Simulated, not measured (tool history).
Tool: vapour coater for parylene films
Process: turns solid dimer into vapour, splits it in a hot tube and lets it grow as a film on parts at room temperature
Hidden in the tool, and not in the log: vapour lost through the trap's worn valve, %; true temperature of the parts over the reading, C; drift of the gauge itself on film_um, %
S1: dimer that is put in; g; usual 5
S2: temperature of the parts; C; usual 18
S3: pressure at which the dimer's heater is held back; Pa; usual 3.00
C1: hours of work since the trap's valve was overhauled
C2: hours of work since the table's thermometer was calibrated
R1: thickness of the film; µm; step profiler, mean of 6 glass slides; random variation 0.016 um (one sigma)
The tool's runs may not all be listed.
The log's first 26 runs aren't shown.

run    hour  S1  S2    S3   C1    C2    R1
 27   701.9   3  11  6.83  184  1025  1.30
 28   719.9   3  11  6.83  196  1037  1.30
 29   749.6   3  14  2.07  216  1056  1.51
 30   782.4   3  14  2.07  238  1078  1.49
 31   803.2   6  14  3.14  251  1092  2.70
 32   822.7   6  14  3.14  264  1104  2.71
 33   839.5   6  14  3.14  275  1116  2.71
 34   874.6   5  10  3.28  298  1139  2.49
 35   893.8   5  10  3.28  311  1151  2.47
 36   911.0   5  15  3.28  322  1163  2.15
 37   946.6   5  13  3.34  346  1186  2.26
 38   979.3   5  15  6.02  368  1208  1.89
 39  1001.9   5  13  6.02  382  1223  2.01
     1014.6  -- trap's valve overhauled
 40  1025.5   3  13  2.52    7  1236  1.53
 41  1061.1   3  23  3.90   31  1259  1.03
 42  1087.3   3  10  4.14   48  1277  1.48
 43  1112.8   3  10  8.08   65  1293  1.32
 44  1138.2   3  10  8.08   82  1310  1.29
 45  1159.6   3  10  8.08   96  1324  1.29

3 ways to go on from here, each from the tool as it stands after run 45. What would each give?
  A  1176.0   3  10  8.08  107  1335   ?
  B  1176.0   5  18  7.71  107  1335   ?
  C  1176.0   4  30  2.37  107  1335   ?

run    R1
  A  1.27
  B  1.75
  C  1.24
Without the tool's hidden state the same runs would have given:
run    R1
  A  1.31
  B  1.80
  C  1.27

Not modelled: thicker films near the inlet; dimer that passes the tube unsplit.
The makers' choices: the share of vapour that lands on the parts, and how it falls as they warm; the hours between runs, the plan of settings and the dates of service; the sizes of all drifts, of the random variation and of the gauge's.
